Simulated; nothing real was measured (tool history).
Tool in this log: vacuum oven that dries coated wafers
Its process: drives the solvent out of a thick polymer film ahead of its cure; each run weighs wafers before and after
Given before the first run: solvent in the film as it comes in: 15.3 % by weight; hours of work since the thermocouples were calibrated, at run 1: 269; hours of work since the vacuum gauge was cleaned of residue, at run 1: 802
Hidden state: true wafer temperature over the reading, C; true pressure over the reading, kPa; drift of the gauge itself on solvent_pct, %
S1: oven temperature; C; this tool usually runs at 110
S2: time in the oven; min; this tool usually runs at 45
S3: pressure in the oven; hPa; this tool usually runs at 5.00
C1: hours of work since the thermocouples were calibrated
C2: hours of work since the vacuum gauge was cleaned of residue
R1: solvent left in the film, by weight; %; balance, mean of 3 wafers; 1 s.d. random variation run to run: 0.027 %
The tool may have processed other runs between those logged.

{"run": 1, "hour": 0.0, "S1": 110, "S2": 45, "S3": 5.0, "C1": 269, "C2": 802, "R1": 1.03}
{"run": 2, "hour": 84.5, "S1": 110, "S2": 45, "S3": 5.0, "C1": 329, "C2": 861, "R1": 1.01}
{"run": 3, "hour": 144.7, "S1": 110, "S2": 45, "S3": 5.0, "C1": 371, "C2": 904, "R1": 1.08}
{"run": 4, "hour": 206.2, "S1": 110, "S2": 45, "S3": 5.0, "C1": 414, "C2": 947, "R1": 1.11}
{"run": 5, "hour": 252.3, "S1": 110, "S2": 45, "S3": 5.0, "C1": 447, "C2": 980, "R1": 1.1}
{"run": 6, "hour": 315.3, "S1": 110, "S2": 45, "S3": 5.0, "C1": 491, "C2": 1024, "R1": 1.11}
{"run": 7, "hour": 393.7, "S1": 110, "S2": 45, "S3": 5.0, "C1": 547, "C2": 1080, "R1": 1.18}
{"run": 8, "hour": 477.2, "S1": 110, "S2": 45, "S3": 5.0, "C1": 606, "C2": 1139, "R1": 1.16}
{"run": 9, "hour": 517.4, "S1": 110, "S2": 45, "S3": 5.0, "C1": 634, "C2": 1167, "R1": 1.17}
{"run": 10, "hour": 556.6, "S1": 110, "S2": 45, "S3": 5.0, "C1": 662, "C2": 1194, "R1": 1.15}
{"run": 11, "hour": 626.1, "S1": 110, "S2": 45, "S3": 5.0, "C1": 711, "C2": 1244, "R1": 1.23}
{"run": 12, "hour": 669.9, "S1": 110, "S2": 45, "S3": 5.0, "C1": 742, "C2": 1274, "R1": 1.22}
{"run": 13, "hour": 739.2, "S1": 110, "S2": 48, "S3": 5.0, "C1": 790, "C2": 1323, "R1": 1.12}
{"run": 14, "hour": 819.3, "S1": 110, "S2": 54, "S3": 5.0, "C1": 847, "C2": 1380, "R1": 0.97}
{"run": 15, "hour": 864.4, "S1": 110, "S2": 45, "S3": 5.0, "C1": 879, "C2": 1412, "R1": 1.19}
{"hour": 884.6, "done": "vacuum gauge cleaned of residue and calibrated"}
{"run": 16, "hour": 940.6, "S1": 110, "S2": 45, "S3": 5.0, "C1": 931, "C2": 40, "R1": 0.91}
{"run": 17, "hour": 1006.8, "S1": 110, "S2": 45, "S3": 5.0, "C1": 978, "C2": 86, "R1": 0.92}
{"run": 18, "hour": 1062.9, "S1": 110, "S2": 45, "S3": 5.0, "C1": 1018, "C2": 126, "R1": 0.89}
{"run": 19, "hour": 1109.2, "S1": 110, "S2": 45, "S3": 5.0, "C1": 1050, "C2": 158, "R1": 0.91}
{"run": 20, "hour": 1148.2, "S1": 110, "S2": 34, "S3": 5.0, "C1": 1078, "C2": 186, "R1": 1.6}
{"run": 21, "hour": 1186.9, "S1": 110, "S2": 34, "S3": 5.0, "C1": 1105, "C2": 213, "R1": 1.61}
{"hour": 1197.0, "done": "oven's thermocouples calibrated"}
{"run": 22, "hour": 1258.1, "S1": 110, "S2": 34, "S3": 5.0, "C1": 43, "C2": 262, "R1": 1.61}
{"run": 23, "hour": 1308.6, "S1": 110, "S2": 45, "S3": 3.92, "C1": 79, "C2": 298, "R1": 0.93}
{"run": 24, "hour": 1383.1, "S1": 110, "S2": 45, "S3": 10.93, "C1": 131, "C2": 350, "R1": 1.3}
{"run": 25, "hour": 1454.7, "S1": 110, "S2": 57, "S3": 19.44, "C1": 182, "C2": 401, "R1": 1.38}
{"run": 26, "hour": 1538.3, "S1": 110, "S2": 57, "S3": 19.44, "C1": 241, "C2": 460, "R1": 1.42}
{"run": 27, "hour": 1583.2, "S1": 110, "S2": 57, "S3": 19.44, "C1": 272, "C2": 491, "R1": 1.48}
{"run": 28, "hour": 1655.6, "S1": 108, "S2": 54, "S3": 19.44, "C1": 324, "C2": 543, "R1": 1.82}
{"run": 29, "hour": 1721.9, "S1": 108, "S2": 54, "S3": 19.44, "C1": 370, "C2": 589, "R1": 1.83}
{"run": 30, "hour": 1781.3, "S1": 108, "S2": 54, "S3": 19.44, "C1": 412, "C2": 631, "R1": 1.82}
{"run": 31, "hour": 1856.3, "S1": 108, "S2": 54, "S3": 19.44, "C1": 465, "C2": 684, "R1": 1.83}
{"run": 32, "hour": 1930.2, "S1": 116, "S2": 27, "S3": 15.44, "C1": 517, "C2": 736, "R1": 1.74}
{"run": 33, "hour": 2008.2, "S1": 120, "S2": 42, "S3": 3.18, "C1": 572, "C2": 791, "R1": 0.37}
{"run": 34, "hour": 2054.8, "S1": 99, "S2": 59, "S3": 4.81, "C1": 605, "C2": 824, "R1": 2.52}
{"run": 35, "hour": 2119.1, "S1": 104, "S2": 23, "S3": 4.81, "C1": 650, "C2": 869, "R1": 4.89}
{"run": 36, "hour": 2161.6, "S1": 120, "S2": 23, "S3": 5.19, "C1": 680, "C2": 899, "R1": 1.1}
{"run": 37, "hour": 2221.7, "S1": 120, "S2": 51, "S3": 5.19, "C1": 723, "C2": 942, "R1": 0.43}
{"run": 38, "hour": 2289.4, "S1": 119, "S2": 68, "S3": 10.63, "C1": 771, "C2": 990, "R1": 0.62}
{"run": 39, "hour": 2343.4, "S1": 119, "S2": 68, "S3": 10.63, "C1": 809, "C2": 1028, "R1": 0.68}
{"run": 40, "hour": 2392.2, "S1": 124, "S2": 29, "S3": 5.56, "C1": 843, "C2": 1062, "R1": 0.55}
{"run": 41, "hour": 2429.0, "S1": 124, "S2": 29, "S3": 5.56, "C1": 869, "C2": 1088, "R1": 0.53}
{"run": 42, "hour": 2492.5, "S1": 108, "S2": 29, "S3": 5.56, "C1": 914, "C2": 1133, "R1": 2.98}
{"run": 43, "hour": 2541.3, "S1": 108, "S2": 29, "S3": 5.56, "C1": 948, "C2": 1167, "R1": 2.97}
{"run": 44, "hour": 2585.9, "S1": 96, "S2": 73, "S3": 6.69, "C1": 980, "C2": 1199, "R1": 2.98}
{"run": 45, "hour": 2622.6, "S1": 103, "S2": 37, "S3": 10.57, "C1": 1006, "C2": 1225, "R1": 3.7}
{"run": 46, "hour": 2690.8, "S1": 120, "S2": 43, "S3": 17.48, "C1": 1054, "C2": 1273, "R1": 1.0}

Branching from run 46: 5 alternative next runs. What would each branch give?
{"run": "A", "hour": 2758.7, "S1": 120, "S2": 43, "S3": 14.55, "C1": 1102, "C2": 1321, "R1": "?"}
{"run": "B", "hour": 2758.7, "S1": 110, "S2": 76, "S3": 5.0, "C1": 1102, "C2": 1321, "R1": "?"}
{"run": "C", "hour": 2758.7, "S1": 110, "S2": 29, "S3": 5.0, "C1": 1102, "C2": 1321, "R1": "?"}
{"run": "D", "hour": 2758.7, "S1": 104, "S2": 67, "S3": 18.69, "C1": 1102, "C2": 1321, "R1": "?"}
{"run": "E", "hour": 2758.7, "S1": 120, "S2": 26, "S3": 3.96, "C1": 1102, "C2": 1321, "R1": "?"}

run=A R1=0.89
run=B R1=0.72
run=C R1=2.47
run=D R1=2.34
run=E R1=0.96
Take away the tool's hidden state, keep each run's random variation, and the runs would have read:
run=A R1=0.59
run=B R1=0.33
run=C R1=1.93
run=D R1=1.76
run=E R1=0.61

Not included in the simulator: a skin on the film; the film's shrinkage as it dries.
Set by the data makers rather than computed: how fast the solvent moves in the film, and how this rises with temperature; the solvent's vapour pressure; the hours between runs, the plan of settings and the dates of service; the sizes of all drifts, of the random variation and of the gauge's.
